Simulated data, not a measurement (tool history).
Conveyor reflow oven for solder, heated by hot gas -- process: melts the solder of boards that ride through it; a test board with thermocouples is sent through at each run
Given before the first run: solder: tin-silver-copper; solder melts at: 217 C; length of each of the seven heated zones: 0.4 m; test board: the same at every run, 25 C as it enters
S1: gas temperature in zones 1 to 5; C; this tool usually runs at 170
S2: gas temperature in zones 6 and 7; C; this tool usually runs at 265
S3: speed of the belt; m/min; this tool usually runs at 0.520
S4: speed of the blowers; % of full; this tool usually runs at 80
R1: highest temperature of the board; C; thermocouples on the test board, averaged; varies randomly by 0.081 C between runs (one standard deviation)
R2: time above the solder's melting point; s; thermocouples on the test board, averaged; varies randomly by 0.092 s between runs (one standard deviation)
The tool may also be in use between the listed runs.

run   hour   S1   S2     S3  S4      R1     R2
  1    0.0  170  265  0.520  80  254.55  71.33
  2   25.7  170  265  0.520  80  254.43  71.19
  3   49.3  170  265  0.520  80  254.44  71.30
  4   67.6  164  265  0.520  80  253.64  68.60
  5   92.9  164  265  0.520  80  253.85  68.48
  6  108.1  164  265  0.520  80  253.60  68.26
  7  142.2  170  265  0.520  71  253.50  70.08
  8  161.6  170  265  0.520  71  253.38  70.15
  9  178.5  170  265  0.520  71  253.21  70.07
 10  211.5  170  265  0.488  80  255.92  77.68
 11  242.0  170  265  0.488  80  255.81  78.02
 12  270.2  170  265  0.488  80  255.77  77.76
 13  302.6  170  265  0.520  80  254.40  71.35
 14  319.6  170  279  0.520  80  267.41  79.43
 15  340.9  170  279  0.520  80  267.50  79.50
 16  364.9  172  265  0.520  80  254.72  72.21
 17  390.4  170  255  0.551  80  243.87  58.00
 18  412.2  170  255  0.551  80  243.89  57.98
 19  443.5  180  272  0.474  56  261.70  87.75
 20  458.5  170  265  0.423  76  258.69  93.21
 21  479.5  170  265  0.553  70  251.58  63.73
 22  500.1  170  276  0.520  80  264.49  77.85
 23  517.7  170  276  0.520  80  264.69  77.94
 24  531.9  180  266  0.441  85  260.15  94.98
 25  546.9  170  256  0.520  60  243.80  60.83
 26  579.0  170  256  0.520  60  243.83  60.67
 27  605.4  161  265  0.606  80  248.78  52.51
 28  636.6  161  265  0.514  80  253.50  68.27
 29  665.0  170  262  0.498  77  252.37  73.29
 30  680.1  170  262  0.498  77  252.33  73.25
 31  702.7  170  262  0.498  77  252.35  73.28
 32  736.9  185  279  0.498  77  269.88  90.21

Removed from this log: 2 entries logged between the listed runs. Between which two listed runs does each belong, and how does the tool's hidden state at the listed run before it compare with that at the listed run after it?
Logged between run 12 and run 13: flux residue cleaned out of gas plates and filters (hour 285.0)
  heat that the gas passes to the board, % of a clean oven's: 99.6 -> 100
Logged between run 26 and run 27: belt drive overhauled, speed set with a stopwatch (hour 603.7)
  belt's true speed, % of the reading: 99.96 -> 100

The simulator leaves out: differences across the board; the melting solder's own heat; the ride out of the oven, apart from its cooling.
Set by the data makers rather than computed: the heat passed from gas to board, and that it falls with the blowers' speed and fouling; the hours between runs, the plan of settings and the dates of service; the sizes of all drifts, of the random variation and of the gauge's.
